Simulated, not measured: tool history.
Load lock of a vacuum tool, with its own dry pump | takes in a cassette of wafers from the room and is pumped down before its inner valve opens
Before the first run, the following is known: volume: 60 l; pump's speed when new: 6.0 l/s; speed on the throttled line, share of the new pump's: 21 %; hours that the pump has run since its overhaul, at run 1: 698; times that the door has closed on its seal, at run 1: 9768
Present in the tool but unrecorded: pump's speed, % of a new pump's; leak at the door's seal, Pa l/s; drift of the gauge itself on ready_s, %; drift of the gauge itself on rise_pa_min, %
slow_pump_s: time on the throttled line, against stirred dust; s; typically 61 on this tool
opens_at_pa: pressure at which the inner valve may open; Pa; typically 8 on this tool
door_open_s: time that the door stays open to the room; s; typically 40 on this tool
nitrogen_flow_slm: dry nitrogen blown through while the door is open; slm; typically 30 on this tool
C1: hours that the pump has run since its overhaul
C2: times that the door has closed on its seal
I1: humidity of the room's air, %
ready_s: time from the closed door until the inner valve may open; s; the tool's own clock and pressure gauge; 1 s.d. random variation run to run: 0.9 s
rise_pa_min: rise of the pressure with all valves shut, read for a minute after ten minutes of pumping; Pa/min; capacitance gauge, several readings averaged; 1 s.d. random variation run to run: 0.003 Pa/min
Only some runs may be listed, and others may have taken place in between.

Run 1, day 0: usual settings; C1 698; C2 9768; I1 46. Result: ready_s 145.7 s, rise_pa_min 0.052 Pa/min.
Run 2, day 3.662: usual settings; C1 786; C2 10026; I1 42.3. Result: ready_s 144.6 s, rise_pa_min 0.055 Pa/min.
Run 3, day 6.721: usual settings; C1 859; C2 10241; I1 46.8. Result: ready_s 144.6 s, rise_pa_min 0.051 Pa/min.
Run 4, day 11.779: usual settings; C1 981; C2 10597; I1 46.4. Result: ready_s 144 s, rise_pa_min 0.058 Pa/min.
Run 5, day 15.042: usual settings; C1 1059; C2 10827; I1 44.2. Result: ready_s 145.7 s, rise_pa_min 0.056 Pa/min.
Run 6, day 18.683: usual settings; C1 1146; C2 11083; I1 43.2. Result: ready_s 145.5 s, rise_pa_min 0.06 Pa/min.
Run 7, day 21.067: usual settings; C1 1204; C2 11251; I1 45.8. Result: ready_s 143.4 s, rise_pa_min 0.057 Pa/min.
Run 8, day 24.742: usual settings; C1 1292; C2 11509; I1 44.9. Result: ready_s 144.2 s, rise_pa_min 0.06 Pa/min.
Run 9, day 29.604: usual settings; C1 1408; C2 11852; I1 48. Result: ready_s 146 s, rise_pa_min 0.065 Pa/min.
Run 10, day 32.75: usual settings; C1 1484; C2 12073; I1 42. Result: ready_s 145.4 s, rise_pa_min 0.067 Pa/min.
Run 11, day 37.033: usual settings but door_open_s 191 s; C1 1587; C2 12374; I1 45.5. Result: ready_s 146.7 s, rise_pa_min 0.1 Pa/min.
Run 12, day 41.354: usual settings but door_open_s 191 s; C1 1690; C2 12678; I1 46.1. Result: ready_s 144.4 s, rise_pa_min 0.107 Pa/min.
Run 13, day 46.15: usual settings but door_open_s 191 s; C1 1806; C2 13016; I1 47. Result: ready_s 145.9 s, rise_pa_min 0.106 Pa/min.
Run 14, day 49.129: usual settings but door_open_s 191 s; C1 1877; C2 13226; I1 47.4. Result: ready_s 144.6 s, rise_pa_min 0.107 Pa/min.
Run 15, day 52.108: usual settings but door_open_s 191 s; C1 1949; C2 13435; I1 49.2. Result: ready_s 145.5 s, rise_pa_min 0.106 Pa/min.
Run 16, day 56.308: usual settings; C1 2049; C2 13731; I1 39.4. Result: ready_s 145.4 s, rise_pa_min 0.076 Pa/min.
Run 17, day 61.271: usual settings; C1 2168; C2 14080; I1 47.7. Result: ready_s 146.3 s, rise_pa_min 0.081 Pa/min.
Run 18, day 63.383: usual settings; C1 2219; C2 14229; I1 44.5. Result: ready_s 146.7 s, rise_pa_min 0.078 Pa/min.
Run 19, day 67.675: usual settings; C1 2322; C2 14531; I1 43.6. Result: ready_s 146.6 s, rise_pa_min 0.081 Pa/min.
Run 20, day 72.425: usual settings; C1 2436; C2 14865; I1 48.5. Result: ready_s 145.5 s, rise_pa_min 0.082 Pa/min.
Run 21, day 76.783: usual settings but opens_at_pa 10 Pa, door_open_s 26 s; C1 2541; C2 15172; I1 41.7. Result: ready_s 144.7 s, rise_pa_min 0.082 Pa/min.
Run 22, day 80.704: usual settings but opens_at_pa 6 Pa, nitrogen_flow_slm 34 slm; C1 2635; C2 15448; I1 45.1. Result: ready_s 148.3 s, rise_pa_min 0.081 Pa/min.
Run 23, day 83.979: usual settings but opens_at_pa 11 Pa, nitrogen_flow_slm 6 slm; C1 2713; C2 15678; I1 43.7. Result: ready_s 142.5 s, rise_pa_min 0.096 Pa/min.
Run 24, day 87.888: usual settings but opens_at_pa 11 Pa, nitrogen_flow_slm 6 slm; C1 2807; C2 15953; I1 45. Result: ready_s 142.3 s, rise_pa_min 0.107 Pa/min.
Run 25, day 91.167: usual settings but slow_pump_s 62 s, opens_at_pa 11 Pa, nitrogen_flow_slm 33 slm; C1 2886; C2 16184; I1 44.2. Result: ready_s 143.7 s, rise_pa_min 0.099 Pa/min.
Run 26, day 96.075: usual settings but slow_pump_s 44 s, door_open_s 155 s; C1 3004; C2 16529; I1 47. Result: ready_s 134.7 s, rise_pa_min 0.122 Pa/min.
Run 27, day 100.329: usual settings but slow_pump_s 98 s, door_open_s 117 s; C1 3106; C2 16829; I1 44.7. Result: ready_s 176.5 s, rise_pa_min 0.121 Pa/min.
Run 28, day 105.067: usual settings but slow_pump_s 98 s, door_open_s 117 s; C1 3220; C2 17162; I1 45.8. Result: ready_s 176.7 s, rise_pa_min 0.115 Pa/min.
Run 29, day 108.004: usual settings but slow_pump_s 98 s, opens_at_pa 13 Pa, door_open_s 57 s; C1 3290; C2 17369; I1 46.6. Result: ready_s 169.8 s, rise_pa_min 0.104 Pa/min.
Run 30, day 112.775: usual settings but slow_pump_s 37 s, opens_at_pa 13 Pa, door_open_s 150 s, nitrogen_flow_slm 9 slm; C1 3405; C2 17705; I1 45.5. Result: ready_s 122 s, rise_pa_min 0.148 Pa/min.
Run 31, day 115.033: usual settings but slow_pump_s 77 s, door_open_s 150 s, nitrogen_flow_slm 29 slm; C1 3459; C2 17863; I1 40.2. Result: ready_s 159.5 s, rise_pa_min 0.126 Pa/min.
Run 32, day 119.638: usual settings but slow_pump_s 77 s, door_open_s 150 s, nitrogen_flow_slm 29 slm; C1 3569; C2 18187; I1 43.8. Result: ready_s 158.8 s, rise_pa_min 0.128 Pa/min.
Run 33, day 122.754: usual settings but slow_pump_s 77 s, door_open_s 150 s, nitrogen_flow_slm 29 slm; C1 3644; C2 18407; I1 44.9. Result: ready_s 160.7 s, rise_pa_min 0.135 Pa/min.
Run 34, day 127.6: usual settings but slow_pump_s 77 s, door_open_s 150 s, nitrogen_flow_slm 29 slm; C1 3760; C2 18748; I1 45.4. Result: ready_s 159.4 s, rise_pa_min 0.132 Pa/min.
Run 35, day 132.279: usual settings but slow_pump_s 77 s, opens_at_pa 10 Pa, door_open_s 84 s, nitrogen_flow_slm 8 slm; C1 3873; C2 19077; I1 44. Result: ready_s 156.5 s, rise_pa_min 0.141 Pa/min.
Run 36, day 135.6: usual settings but slow_pump_s 77 s, opens_at_pa 10 Pa, door_open_s 46 s, nitrogen_flow_slm 8 slm; C1 3952; C2 19311; I1 45.9. Result: ready_s 158.4 s, rise_pa_min 0.131 Pa/min.
Run 37, day 137.692: usual settings but slow_pump_s 77 s, opens_at_pa 10 Pa, door_open_s 46 s, nitrogen_flow_slm 8 slm; C1 4003; C2 19458; I1 46.9. Result: ready_s 158.6 s, rise_pa_min 0.125 Pa/min.

Hidden state or all else? Some run-to-run changes of ready_s, split into what the settings, what came in and random variation would give without the hidden state, and what is left for the hidden state (with any gauge scatter that isn't in both results):
Run 24 -> 25: slow_pump_s 61 -> 62, nitrogen_flow_slm 6 -> 33. ready_s +1.4 s: hidden state +0.3, all else +1.1.
Run 26 -> 27: slow_pump_s 44 -> 98, door_open_s 155 -> 117. ready_s +41.8 s: hidden state -0.3, all else +42.1.
Run 29 -> 30: slow_pump_s 98 -> 37, door_open_s 57 -> 150, nitrogen_flow_slm 30 -> 9. ready_s -47.8 s: hidden state +0.6, all else -48.4.
Run 30 -> 31: slow_pump_s 37 -> 77, opens_at_pa 13 -> 8, nitrogen_flow_slm 9 -> 29. ready_s +37.5 s: hidden state -0.1, all else +37.6.
